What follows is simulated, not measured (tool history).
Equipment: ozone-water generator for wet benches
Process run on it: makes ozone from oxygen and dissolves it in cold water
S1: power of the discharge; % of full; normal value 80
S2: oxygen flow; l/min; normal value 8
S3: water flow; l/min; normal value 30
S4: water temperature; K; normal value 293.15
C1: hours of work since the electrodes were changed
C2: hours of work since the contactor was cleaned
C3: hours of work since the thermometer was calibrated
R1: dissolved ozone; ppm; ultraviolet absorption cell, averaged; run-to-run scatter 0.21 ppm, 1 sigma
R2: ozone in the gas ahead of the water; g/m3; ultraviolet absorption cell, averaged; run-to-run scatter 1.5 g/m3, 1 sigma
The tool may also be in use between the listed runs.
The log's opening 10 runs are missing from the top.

Run 11, day 42.642: usual settings but S3 18 l/min; C1 1868; C2 5715; C3 210. Result: R1 38.4 ppm, R2 252.5 g/m3.
Run 12, day 46.112: usual settings but S3 18 l/min; C1 1918; C2 5765; C3 260. Result: R1 38.1 ppm, R2 254.7 g/m3.
Run 13, day 52.971: usual settings but S3 18 l/min; C1 2017; C2 5865; C3 359. Result: R1 38.1 ppm, R2 254.9 g/m3.
At day 56.662: contactor cleaned.
Run 14, day 57.717: usual settings but S1 82 % of full; C1 2084; C2 15; C3 425. Result: R1 28.1 ppm, R2 255.5 g/m3.
Run 15, day 61.783: usual settings but S1 82 % of full; C1 2143; C2 74; C3 484. Result: R1 28.4 ppm, R2 258.7 g/m3.
Run 16, day 67.079: usual settings but S3 22 l/min; C1 2219; C2 151; C3 561. Result: R1 34.1 ppm, R2 252.9 g/m3.
Run 17, day 73.092: usual settings but S3 22 l/min; C1 2306; C2 238; C3 648. Result: R1 34.1 ppm, R2 249.8 g/m3.
Run 18, day 78.446: usual settings but S1 74 % of full, S2 11.4 l/min, S3 27 l/min, S4 296.15 K; C1 2384; C2 315; C3 725. Result: R1 26.8 ppm, R2 203.1 g/m3.
Run 19, day 83.362: usual settings but S1 90 % of full, S2 4.93 l/min, S3 36 l/min, S4 296.15 K; C1 2455; C2 386; C3 796. Result: R1 22.4 ppm, R2 326.3 g/m3.
Run 20, day 89.038: usual settings but S1 90 % of full, S2 4.93 l/min, S3 36 l/min, S4 296.15 K; C1 2537; C2 468; C3 878. Result: R1 22.2 ppm, R2 328 g/m3.
Run 21, day 93.996: usual settings but S1 52 % of full, S2 10.38 l/min, S3 21 l/min, S4 296.15 K; C1 2609; C2 540; C3 950. Result: R1 23.4 ppm, R2 159.5 g/m3.
Run 22, day 97.421: usual settings but S1 54 % of full, S2 4.97 l/min, S3 21 l/min, S4 296.15 K; C1 2658; C2 590; C3 1000. Result: R1 23 ppm, R2 221.7 g/m3.
Run 23, day 102.321: usual settings but S1 40 % of full, S2 6.92 l/min, S4 296.15 K; C1 2729; C2 661; C3 1071. Result: R1 14.9 ppm, R2 154.2 g/m3.
Run 24, day 106.988: usual settings but S1 40 % of full, S2 6.92 l/min, S4 296.15 K; C1 2796; C2 728; C3 1138. Result: R1 14.9 ppm, R2 153 g/m3.

Forecast run 25:
Run 25, day 112.95: usual settings but S3 23 l/min; C1 2883; C2 814; C3 1224. Result: R1 ?, R2 ?.

R1: 32 ppm
R2: 243.5 g/m3
With the hidden condition absent and the run-to-run variation left alone, this run would have shown R1 36.8 ppm, R2 277.5 g/m3.
